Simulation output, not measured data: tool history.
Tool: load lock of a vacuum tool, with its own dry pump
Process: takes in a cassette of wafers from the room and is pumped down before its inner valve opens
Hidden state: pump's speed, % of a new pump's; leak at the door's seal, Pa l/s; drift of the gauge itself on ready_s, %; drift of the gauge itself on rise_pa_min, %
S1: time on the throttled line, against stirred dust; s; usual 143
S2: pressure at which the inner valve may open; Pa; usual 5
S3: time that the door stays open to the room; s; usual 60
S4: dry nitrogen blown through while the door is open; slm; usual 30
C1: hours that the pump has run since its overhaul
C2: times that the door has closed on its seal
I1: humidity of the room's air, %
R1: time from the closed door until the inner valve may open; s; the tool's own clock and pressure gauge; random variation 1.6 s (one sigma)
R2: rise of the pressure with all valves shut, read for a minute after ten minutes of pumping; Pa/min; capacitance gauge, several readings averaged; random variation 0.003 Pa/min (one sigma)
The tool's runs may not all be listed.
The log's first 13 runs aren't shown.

| run | hour | S1 | S2 | S3 | S4 | C1 | C2 | I1 | R1 | R2 |
|---|---|---|---|---|---|---|---|---|---|---|
| 14 | 2882 | 80 | 5 | 60 | 30 | 4968 | 31672 | 45.8 | 223.8 | 0.208 |
|  | 2916.4 | door's seal changed, seat wiped |
| 15 | 3028.4 | 80 | 5 | 60 | 30 | 5113 | 531 | 44.7 | 226.2 | 0.03 |
| 16 | 3157.8 | 143 | 5 | 60 | 30 | 5243 | 1144 | 45.5 | 277.9 | 0.034 |
| 17 | 3456.1 | 143 | 5 | 60 | 30 | 5541 | 2559 | 45.9 | 279 | 0.036 |
| 18 | 3718.4 | 143 | 5 | 60 | 30 | 5803 | 3802 | 47.3 | 277.3 | 0.038 |
| 19 | 3955.9 | 143 | 5 | 60 | 30 | 6041 | 4929 | 45.6 | 280.9 | 0.046 |
| 20 | 4140.5 | 143 | 5 | 60 | 30 | 6225 | 5804 | 47.6 | 280.1 | 0.046 |
| 21 | 4325.9 | 143 | 5 | 60 | 30 | 6411 | 6684 | 45.5 | 285.5 | 0.048 |
| 22 | 4514.2 | 143 | 5 | 60 | 7 | 6599 | 7577 | 44.6 | 284.9 | 0.065 |
| 23 | 4712.9 | 165 | 6 | 60 | 7 | 6798 | 8519 | 44 | 299.9 | 0.065 |
| 24 | 5019.2 | 165 | 6 | 60 | 7 | 7104 | 9971 | 45.3 | 301.8 | 0.077 |
| 25 | 5252.8 | 165 | 6 | 60 | 7 | 7338 | 11079 | 45.8 | 305.1 | 0.087 |

Run 26 comes next. What will it give?
| 26 | 5466.4 | 87 | 10 | 60 | 7 | 7551 | 12092 | 43.4 | ? | ? |

Run 26 gave R1 231 s, R2 0.082 Pa/min.
Without the tool's hidden state the same run would have given R1 197.9 s, R2 0.043 Pa/min.
